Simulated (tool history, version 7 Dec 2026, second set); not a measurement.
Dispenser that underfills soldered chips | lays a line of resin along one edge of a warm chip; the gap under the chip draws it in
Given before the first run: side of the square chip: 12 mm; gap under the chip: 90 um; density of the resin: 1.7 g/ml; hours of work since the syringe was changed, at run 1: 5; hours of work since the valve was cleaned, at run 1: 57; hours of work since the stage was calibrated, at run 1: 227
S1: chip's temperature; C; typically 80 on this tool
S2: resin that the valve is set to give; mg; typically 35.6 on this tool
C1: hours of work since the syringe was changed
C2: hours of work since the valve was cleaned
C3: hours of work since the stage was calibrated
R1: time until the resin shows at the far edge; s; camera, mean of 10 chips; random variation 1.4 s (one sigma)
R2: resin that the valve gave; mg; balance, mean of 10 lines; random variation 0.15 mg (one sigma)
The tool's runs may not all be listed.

run,day,S1,S2,C1,C2,C3,R1,R2
1,0,80,35.6,5,57,227,183.4,33.76
# day 0.4: new syringe of resin
2,0.546,80,33.7,2,65,235,166.2,31.68
# day 1.083: new syringe of resin
3,1.1,80,35.6,0,74,244,146.2,33.5
4,1.592,87,35.6,8,82,252,165.3,33.04
# day 1.762: new syringe of resin
5,1.896,87,35.6,2,87,257,125.3,33.13
6,2.129,80,35.6,6,91,261,198.1,32.93
# day 2.446: new syringe of resin
7,2.558,80,41.8,2,98,268,160.3,37.96
8,2.942,67,35.6,8,104,274,396.3,32.25
# day 3.129: new syringe of resin
# day 3.492: dispensing valve cleaned and set on the balance
9,3.533,67,35.6,6,1,283,336.4,35.71
# day 3.846: new syringe of resin
10,3.954,80,44,2,7,290,162.1,43.79
11,4.388,80,36.3,9,15,297,232.7,35.81
# day 4.538: new syringe of resin
12,4.8,87,43.4,4,21,303,133.3,42.78
# day 5.221: new syringe of resin
13,5.338,91,30.6,2,30,312,107.4,29.95
14,5.579,81,41.1,6,34,316,185.7,39.87
# day 5.938: new syringe of resin
15,6.038,71,31.1,2,41,323,242,30.11
16,6.488,69,39.8,9,48,331,369.1,38.44
# day 6.654: new syringe of resin
17,7,80,35.3,6,57,339,193.2,33.57
# day 7.371: new syringe of resin
18,7.392,71,40.9,0,63,345,223.4,38.64
19,7.696,80,39.1,5,68,350,194.7,37
# day 8.079: new syringe of resin
20,8.279,75,45.5,3,77,360,216.4,42.61

Subtracting, for every run, the result it would have given without the tool's unlogged condition from the measured result gives the following. The same run-to-run variation enters both numbers; the gauge's scatter may not:
Hidden conditions of the tool in this case: resin's viscosity, % of fresh resin's; dose that the valve gives, % of what is set; true chip temperature over the reading, C; drift of the gauge itself on fill_s, %; drift of the gauge itself on given_mg, %.
run,R1,R2
1,+43.6,-1.81
2,+25.9,-1.97
3,+8.8,-2.39
4,+61,-2.66
5,+19.2,-2.82
6,+59.8,-2.94
7,+21.5,-3.66
8,+148.8,-3.32
9,+91,+0.14
10,+22.8,-0.12
11,+92,-0.33
12,+30.4,-0.63
13,+15.7,-0.67
14,+55.3,-1.04
15,+32.3,-1.01
16,+147,-1.56
17,+54,-1.62
18,+18.1,-2.12
19,+54.9,-2.23
20,+42.3,-2.95
